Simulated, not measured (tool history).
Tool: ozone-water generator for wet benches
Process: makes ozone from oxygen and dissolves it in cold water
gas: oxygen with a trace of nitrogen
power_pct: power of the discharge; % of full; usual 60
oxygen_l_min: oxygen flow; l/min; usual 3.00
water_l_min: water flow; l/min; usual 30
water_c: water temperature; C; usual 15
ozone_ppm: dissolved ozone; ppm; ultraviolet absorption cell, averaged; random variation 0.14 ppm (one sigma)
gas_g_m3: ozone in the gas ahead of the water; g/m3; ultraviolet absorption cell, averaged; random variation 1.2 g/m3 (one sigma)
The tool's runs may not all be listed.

Run 1, hour 0.0: usual settings. Result: ozone_ppm 14.9 ppm, gas_g_m3 223.5 g/m3.
Run 2, hour 37.0: usual settings. Result: ozone_ppm 14.8 ppm, gas_g_m3 224.7 g/m3.
Run 3, hour 91.0: usual settings but oxygen_l_min 1.78 l/min. Result: ozone_ppm 13.9 ppm, gas_g_m3 319.0 g/m3.
Run 4, hour 148.6: usual settings. Result: ozone_ppm 14.9 ppm, gas_g_m3 222.2 g/m3.
Run 5, hour 190.8: usual settings but water_l_min 38 l/min. Result: ozone_ppm 11.9 ppm, gas_g_m3 225.5 g/m3.
Run 6, hour 248.1: usual settings but power_pct 50 % of full. Result: ozone_ppm 13.1 ppm, gas_g_m3 196.6 g/m3.
Run 7, hour 294.1: usual settings but power_pct 50 % of full, water_c 9 C. Result: ozone_ppm 13.4 ppm, gas_g_m3 198.4 g/m3.
Run 8, hour 334.1: usual settings. Result: ozone_ppm 14.7 ppm, gas_g_m3 224.3 g/m3.
Run 9, hour 396.8: usual settings. Result: ozone_ppm 15.0 ppm, gas_g_m3 224.6 g/m3.
Run 10, hour 454.1: usual settings but oxygen_l_min 2.34 l/min. Result: ozone_ppm 14.6 ppm, gas_g_m3 262.7 g/m3.
Run 11, hour 513.3: usual settings but power_pct 44 % of full. Result: ozone_ppm 11.8 ppm, gas_g_m3 178.9 g/m3.
Run 12, hour 540.1: usual settings but power_pct 44 % of full. Result: ozone_ppm 12.1 ppm, gas_g_m3 177.3 g/m3.
Run 13, hour 578.7: usual settings but power_pct 44 % of full. Result: ozone_ppm 11.8 ppm, gas_g_m3 178.3 g/m3.
Run 14, hour 619.5: usual settings but power_pct 44 % of full. Result: ozone_ppm 11.7 ppm, gas_g_m3 179.0 g/m3.
At hour 623.4: water thermometer calibrated.
Run 15, hour 676.5: usual settings but power_pct 44 % of full. Result: ozone_ppm 11.7 ppm, gas_g_m3 177.5 g/m3.
Run 16, hour 717.3: usual settings but power_pct 44 % of full. Result: ozone_ppm 11.9 ppm, gas_g_m3 179.9 g/m3.
Run 17, hour 752.0: usual settings but power_pct 44 % of full, oxygen_l_min 4.22 l/min, water_c 10 C. Result: ozone_ppm 12.7 ppm, gas_g_m3 140.6 g/m3.
Run 18, hour 781.2: usual settings but power_pct 96 % of full, oxygen_l_min 4.22 l/min, water_c 10 C. Result: ozone_ppm 21.8 ppm, gas_g_m3 248.1 g/m3.
Run 19, hour 837.0: usual settings but power_pct 92 % of full, oxygen_l_min 4.22 l/min, water_l_min 22 l/min, water_c 10 C. Result: ozone_ppm 27.6 ppm, gas_g_m3 239.4 g/m3.
At hour 842.7: water thermometer calibrated, once more.
Run 20, hour 880.2: usual settings but power_pct 92 % of full, oxygen_l_min 3.36 l/min, water_l_min 22 l/min, water_c 9 C. Result: ozone_ppm 27.9 ppm, gas_g_m3 278.9 g/m3.
Run 21, hour 913.1: usual settings but power_pct 64 % of full, water_c 16 C. Result: ozone_ppm 15.3 ppm, gas_g_m3 232.3 g/m3.
Run 22, hour 962.1: usual settings but power_pct 84 % of full, oxygen_l_min 3.16 l/min, water_l_min 47 l/min, water_c 16 C. Result: ozone_ppm 11.9 ppm, gas_g_m3 271.3 g/m3.
Run 23, hour 1020.5: usual settings but power_pct 87 % of full, oxygen_l_min 4.89 l/min, water_l_min 22 l/min, water_c 12 C. Result: ozone_ppm 25.6 ppm, gas_g_m3 204.8 g/m3.
Run 24, hour 1067.4: usual settings but power_pct 87 % of full, oxygen_l_min 1.75 l/min, water_l_min 22 l/min, water_c 12 C. Result: ozone_ppm 24.4 ppm, gas_g_m3 422.5 g/m3.
Run 25, hour 1112.1: usual settings but power_pct 87 % of full, oxygen_l_min 1.75 l/min, water_l_min 22 l/min, water_c 12 C. Result: ozone_ppm 24.4 ppm, gas_g_m3 416.7 g/m3.
Run 26, hour 1147.2: usual settings but power_pct 89 % of full, oxygen_l_min 1.82 l/min, water_l_min 36 l/min, water_c 11 C. Result: ozone_ppm 15.2 ppm, gas_g_m3 417.5 g/m3.
Run 27, hour 1206.9: usual settings but power_pct 89 % of full, oxygen_l_min 1.82 l/min, water_l_min 36 l/min, water_c 11 C. Result: ozone_ppm 15.2 ppm, gas_g_m3 410.6 g/m3.
Run 28, hour 1237.0: usual settings but power_pct 89 % of full, oxygen_l_min 1.82 l/min, water_l_min 36 l/min, water_c 13 C. Result: ozone_ppm 15.0 ppm, gas_g_m3 410.8 g/m3.
Run 29, hour 1264.5: usual settings but water_l_min 31 l/min. Result: ozone_ppm 13.9 ppm, gas_g_m3 224.4 g/m3.
Run 30, hour 1315.9: usual settings but power_pct 68 % of full, water_l_min 31 l/min, water_c 17 C. Result: ozone_ppm 15.4 ppm, gas_g_m3 242.9 g/m3.
Run 31, hour 1370.2: usual settings but power_pct 99 % of full. Result: ozone_ppm 20.7 ppm, gas_g_m3 319.5 g/m3.
Run 32, hour 1419.6: usual settings but power_pct 99 % of full, oxygen_l_min 5.15 l/min, water_l_min 28 l/min. Result: ozone_ppm 22.7 ppm, gas_g_m3 217.3 g/m3.

Forecast each of these 3 alternatives for the next run:
Run A, hour 1462.6: usual settings but power_pct 77 % of full, water_c 13 C. Result: ozone_ppm ?, gas_g_m3 ?.
Run B, hour 1462.6: usual settings but power_pct 82 % of full, oxygen_l_min 5.15 l/min, water_l_min 21 l/min. Result: ozone_ppm ?, gas_g_m3 ?.
Run C, hour 1462.6: usual settings but oxygen_l_min 1.75 l/min, water_l_min 46 l/min, water_c 12 C. Result: ozone_ppm ?, gas_g_m3 ?.

run  ozone_ppm  gas_g_m3
  A       17.4     265.9
  B       24.5     191.0
  C        8.7     319.7
Without the tool's hidden state the same runs would have given:
run  ozone_ppm  gas_g_m3
  A       18.3     275.2
  B       25.7     197.9
  C        9.1     328.9

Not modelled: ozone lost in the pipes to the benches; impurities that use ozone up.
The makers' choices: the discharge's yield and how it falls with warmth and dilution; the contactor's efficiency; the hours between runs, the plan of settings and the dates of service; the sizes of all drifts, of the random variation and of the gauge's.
